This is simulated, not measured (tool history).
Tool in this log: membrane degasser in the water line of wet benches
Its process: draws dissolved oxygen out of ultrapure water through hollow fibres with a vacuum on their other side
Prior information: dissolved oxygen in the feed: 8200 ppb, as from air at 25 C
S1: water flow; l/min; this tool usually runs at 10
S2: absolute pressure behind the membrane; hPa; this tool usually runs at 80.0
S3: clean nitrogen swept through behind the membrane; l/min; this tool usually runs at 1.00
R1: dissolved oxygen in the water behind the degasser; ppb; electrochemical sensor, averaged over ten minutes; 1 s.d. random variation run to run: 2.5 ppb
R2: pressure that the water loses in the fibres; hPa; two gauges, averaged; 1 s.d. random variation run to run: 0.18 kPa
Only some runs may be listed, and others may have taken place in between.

Run 1, hour 0.0: usual settings. Result: R1 265.3 ppb, R2 323.6 hPa.
Run 2, hour 76.8: usual settings. Result: R1 268.3 ppb, R2 327.2 hPa.
Run 3, hour 214.5: usual settings. Result: R1 269.4 ppb, R2 327.4 hPa.
Run 4, hour 350.5: usual settings. Result: R1 272.1 ppb, R2 326.2 hPa.
Run 5, hour 472.1: usual settings but S3 1.43 l/min. Result: R1 237.2 ppb, R2 330.0 hPa.
Run 6, hour 583.2: usual settings but S3 1.43 l/min. Result: R1 235.6 ppb, R2 329.6 hPa.
Run 7, hour 714.1: usual settings but S3 1.43 l/min. Result: R1 237.7 ppb, R2 328.9 hPa.
Run 8, hour 854.5: usual settings but S1 13 l/min, S3 1.43 l/min. Result: R1 432.8 ppb, R2 425.5 hPa.
Run 9, hour 915.3: usual settings but S1 13 l/min, S3 1.43 l/min. Result: R1 422.9 ppb, R2 427.1 hPa.
Run 10, hour 1037.0: usual settings but S1 13 l/min, S3 1.53 l/min. Result: R1 423.5 ppb, R2 425.0 hPa.
Run 11, hour 1120.0: usual settings but S1 13 l/min, S3 1.53 l/min. Result: R1 427.9 ppb, R2 424.8 hPa.
Run 12, hour 1194.4: usual settings but S1 13 l/min, S3 1.53 l/min. Result: R1 425.7 ppb, R2 430.1 hPa.
Run 13, hour 1300.2: usual settings but S1 13 l/min, S3 1.53 l/min. Result: R1 428.8 ppb, R2 429.3 hPa.
Run 14, hour 1425.3: usual settings but S3 0.63 l/min. Result: R1 341.5 ppb, R2 330.9 hPa.
Run 15, hour 1535.8: usual settings but S3 0.63 l/min. Result: R1 338.8 ppb, R2 329.2 hPa.
Run 16, hour 1619.0: usual settings but S3 0.63 l/min. Result: R1 342.4 ppb, R2 330.3 hPa.
Run 17, hour 1751.7: usual settings but S3 0.63 l/min. Result: R1 344.9 ppb, R2 331.8 hPa.
Run 18, hour 1857.4: usual settings but S3 0.63 l/min. Result: R1 345.7 ppb, R2 332.9 hPa.
At hour 1898.4: vacuum gauge calibrated.
Run 19, hour 1941.6: usual settings but S1 12 l/min, S2 50.4 hPa. Result: R1 324.4 ppb, R2 400.4 hPa.
Run 20, hour 2002.6: usual settings but S1 13 l/min, S2 73.4 hPa, S3 1.60 l/min. Result: R1 407.3 ppb, R2 429.4 hPa.
Run 21, hour 2135.7: usual settings but S1 9 l/min, S2 55.5 hPa, S3 0.43 l/min. Result: R1 222.8 ppb, R2 298.1 hPa.
Run 22, hour 2229.5: usual settings but S1 9 l/min, S2 55.5 hPa, S3 0.43 l/min. Result: R1 222.5 ppb, R2 298.1 hPa.
Run 23, hour 2317.2: usual settings but S1 6 l/min, S2 77.1 hPa, S3 0.63 l/min. Result: R1 127.5 ppb, R2 199.1 hPa.
Run 24, hour 2382.0: usual settings but S1 12 l/min, S2 177.2 hPa, S3 2.97 l/min. Result: R1 407.2 ppb, R2 397.5 hPa.
Run 25, hour 2478.2: usual settings but S2 75.4 hPa, S3 0.71 l/min. Result: R1 296.4 ppb, R2 329.2 hPa.
Run 26, hour 2618.1: usual settings but S1 7 l/min, S2 102.7 hPa. Result: R1 167.2 ppb, R2 231.7 hPa.
At hour 2668.9: seals of the vacuum lines changed.
Run 27, hour 2726.6: usual settings but S1 14 l/min, S2 53.0 hPa, S3 0.72 l/min. Result: R1 487.4 ppb, R2 469.5 hPa.
Run 28, hour 2812.4: usual settings but S1 14 l/min, S2 53.0 hPa, S3 0.72 l/min. Result: R1 493.1 ppb, R2 463.9 hPa.
Run 29, hour 2950.8: usual settings but S1 7 l/min, S2 61.9 hPa, S3 2.73 l/min. Result: R1 65.4 ppb, R2 231.7 hPa.
Run 30, hour 3062.6: usual settings but S2 163.0 hPa, S3 1.34 l/min. Result: R1 387.8 ppb, R2 335.5 hPa.
Run 31, hour 3129.3: usual settings but S1 12 l/min, S3 0.54 l/min. Result: R1 497.3 ppb, R2 396.1 hPa.
Run 32, hour 3253.9: usual settings but S1 7 l/min, S2 181.4 hPa, S3 0.54 l/min. Result: R1 476.5 ppb, R2 236.9 hPa.

Per-run results on a tool with no hidden state, each run keeping its own random variation:
Unlogged tool condition in this case: membrane still open, %; true pressure behind the membrane over the reading, kPa; air that leaks in behind the membrane, l/min; drift of the gauge itself on oxygen_ppb, %; drift of the gauge itself on loss_of_pressure_kpa, %.
run     R1     R2
  1  240.7  315.7
  2  243.0  319.1
  3  243.1  318.9
  4  244.7  317.3
  5  212.4  320.8
  6  210.3  320.1
  7  211.3  319.0
  8  390.2  412.1
  9  380.8  413.6
 10  380.2  411.0
 11  383.4  410.6
 12  380.7  415.5
 13  382.5  414.5
 14  300.5  319.1
 15  297.2  317.1
 16  299.8  318.1
 17  301.2  319.1
 18  301.0  320.0
 19  287.6  384.6
 20  364.7  412.0
 21  201.6  285.8
 22  200.7  285.5
 23  118.3  190.6
 24  366.4  380.3
 25  266.9  314.6
 26  152.8  221.2
 27  431.5  448.0
 28  435.5  442.0
 29   54.2  220.5
 30  357.2  319.2
 31  450.3  376.4
 32  461.5  225.0
